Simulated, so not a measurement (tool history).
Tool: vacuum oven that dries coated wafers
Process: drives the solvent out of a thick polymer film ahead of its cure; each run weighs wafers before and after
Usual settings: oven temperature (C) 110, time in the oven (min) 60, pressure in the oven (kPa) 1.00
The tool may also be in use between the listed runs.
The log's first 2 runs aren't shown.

run 3 day=1.742 | oven_temperature_(C)=110 time_in_the_oven_(min)=45 pressure_in_the_oven_(kPa)=1.00 | solvent_left_in_the_film_(%)=2.65
run 4 day=3.154 | oven_temperature_(C)=110 time_in_the_oven_(min)=45 pressure_in_the_oven_(kPa)=1.00 | solvent_left_in_the_film_(%)=2.73
run 5 day=3.971 | oven_temperature_(C)=110 time_in_the_oven_(min)=45 pressure_in_the_oven_(kPa)=1.00 | solvent_left_in_the_film_(%)=2.71
run 6 day=5.583 | oven_temperature_(C)=110 time_in_the_oven_(min)=45 pressure_in_the_oven_(kPa)=1.00 | solvent_left_in_the_film_(%)=2.68
run 7 day=6.812 | oven_temperature_(C)=110 time_in_the_oven_(min)=45 pressure_in_the_oven_(kPa)=1.00 | solvent_left_in_the_film_(%)=2.64
run 8 day=8.317 | oven_temperature_(C)=110 time_in_the_oven_(min)=45 pressure_in_the_oven_(kPa)=1.00 | solvent_left_in_the_film_(%)=2.77
run 9 day=9.988 | oven_temperature_(C)=110 time_in_the_oven_(min)=60 pressure_in_the_oven_(kPa)=1.00 | solvent_left_in_the_film_(%)=2.12
run 10 day=10.800 | oven_temperature_(C)=110 time_in_the_oven_(min)=60 pressure_in_the_oven_(kPa)=1.00 | solvent_left_in_the_film_(%)=2.08
run 11 day=11.992 | oven_temperature_(C)=110 time_in_the_oven_(min)=60 pressure_in_the_oven_(kPa)=1.00 | solvent_left_in_the_film_(%)=2.01
run 12 day=13.638 | oven_temperature_(C)=110 time_in_the_oven_(min)=60 pressure_in_the_oven_(kPa)=1.00 | solvent_left_in_the_film_(%)=2.01
run 13 day=14.579 | oven_temperature_(C)=110 time_in_the_oven_(min)=102 pressure_in_the_oven_(kPa)=1.00 | solvent_left_in_the_film_(%)=1.58
run 14 day=16.017 | oven_temperature_(C)=110 time_in_the_oven_(min)=102 pressure_in_the_oven_(kPa)=1.00 | solvent_left_in_the_film_(%)=1.57
run 15 day=17.600 | oven_temperature_(C)=116 time_in_the_oven_(min)=60 pressure_in_the_oven_(kPa)=1.00 | solvent_left_in_the_film_(%)=1.43
run 16 day=18.825 | oven_temperature_(C)=116 time_in_the_oven_(min)=60 pressure_in_the_oven_(kPa)=1.00 | solvent_left_in_the_film_(%)=1.47
run 17 day=19.992 | oven_temperature_(C)=116 time_in_the_oven_(min)=60 pressure_in_the_oven_(kPa)=1.00 | solvent_left_in_the_film_(%)=1.43
run 18 day=21.600 | oven_temperature_(C)=116 time_in_the_oven_(min)=60 pressure_in_the_oven_(kPa)=1.00 | solvent_left_in_the_film_(%)=1.44
run 19 day=22.579 | oven_temperature_(C)=116 time_in_the_oven_(min)=60 pressure_in_the_oven_(kPa)=1.00 | solvent_left_in_the_film_(%)=1.42
run 20 day=23.292 | oven_temperature_(C)=116 time_in_the_oven_(min)=60 pressure_in_the_oven_(kPa)=1.00 | solvent_left_in_the_film_(%)=1.35
run 21 day=24.550 | oven_temperature_(C)=116 time_in_the_oven_(min)=60 pressure_in_the_oven_(kPa)=1.00 | solvent_left_in_the_film_(%)=1.40
run 22 day=26.012 | oven_temperature_(C)=116 time_in_the_oven_(min)=60 pressure_in_the_oven_(kPa)=1.00 | solvent_left_in_the_film_(%)=1.51
run 23 day=26.846 | oven_temperature_(C)=116 time_in_the_oven_(min)=60 pressure_in_the_oven_(kPa)=1.00 | solvent_left_in_the_film_(%)=1.48
run 24 day=27.971 | oven_temperature_(C)=116 time_in_the_oven_(min)=60 pressure_in_the_oven_(kPa)=1.00 | solvent_left_in_the_film_(%)=1.42

The next listed run, before its measurement:
run 25 day=28.696 | oven_temperature_(C)=110 time_in_the_oven_(min)=96 pressure_in_the_oven_(kPa)=0.62 | solvent_left_in_the_film_(%)=?

solvent left in the film (%): 1.25
Without the tool's hidden state the same run would have given solvent left in the film (%) 0.78.
